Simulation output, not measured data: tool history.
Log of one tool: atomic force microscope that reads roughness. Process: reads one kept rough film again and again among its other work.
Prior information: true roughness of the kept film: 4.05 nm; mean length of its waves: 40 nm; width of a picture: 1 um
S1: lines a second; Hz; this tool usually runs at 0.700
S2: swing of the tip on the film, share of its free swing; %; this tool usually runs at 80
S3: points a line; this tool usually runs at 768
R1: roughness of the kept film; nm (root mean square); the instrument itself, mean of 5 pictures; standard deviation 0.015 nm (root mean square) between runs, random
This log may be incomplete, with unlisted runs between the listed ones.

run 1 hour=0.0 | S1=0.700 S2=80 S3=768 | R1=3.328
run 2 hour=28.5 | S1=0.551 S2=80 S3=768 | R1=3.264
run 3 hour=47.8 | S1=2.804 S2=80 S3=768 | R1=2.698
-- hour=68.5 new tip fitted
run 4 hour=69.3 | S1=2.804 S2=80 S3=768 | R1=3.055
run 5 hour=97.2 | S1=0.700 S2=80 S3=768 | R1=3.444
run 6 hour=117.9 | S1=0.700 S2=80 S3=768 | R1=3.382
run 7 hour=137.1 | S1=0.700 S2=80 S3=768 | R1=3.258
run 8 hour=164.1 | S1=2.806 S2=80 S3=768 | R1=2.749
run 9 hour=188.9 | S1=1.300 S2=80 S3=768 | R1=2.978
-- hour=197.0 new tip fitted
run 10 hour=222.4 | S1=1.300 S2=80 S3=768 | R1=3.303
run 11 hour=249.5 | S1=1.300 S2=80 S3=768 | R1=3.194
run 12 hour=266.2 | S1=0.700 S2=82 S3=768 | R1=3.280
run 13 hour=284.8 | S1=0.700 S2=76 S3=795 | R1=3.276
run 14 hour=303.9 | S1=0.700 S2=76 S3=795 | R1=3.200
-- hour=322.6 new tip fitted
run 15 hour=342.0 | S1=0.700 S2=76 S3=795 | R1=3.510
run 16 hour=367.0 | S1=0.662 S2=79 S3=768 | R1=3.413
run 17 hour=386.2 | S1=0.662 S2=79 S3=768 | R1=3.311
run 18 hour=416.3 | S1=0.837 S2=71 S3=812 | R1=3.265

Forecast run 19:
run 19 hour=439.8 | S1=0.837 S2=71 S3=812 | R1=?

R1: 3.198 nm (root mean square)
Had the tool carried no hidden state, the very same run would have given R1 3.626 nm (root mean square).
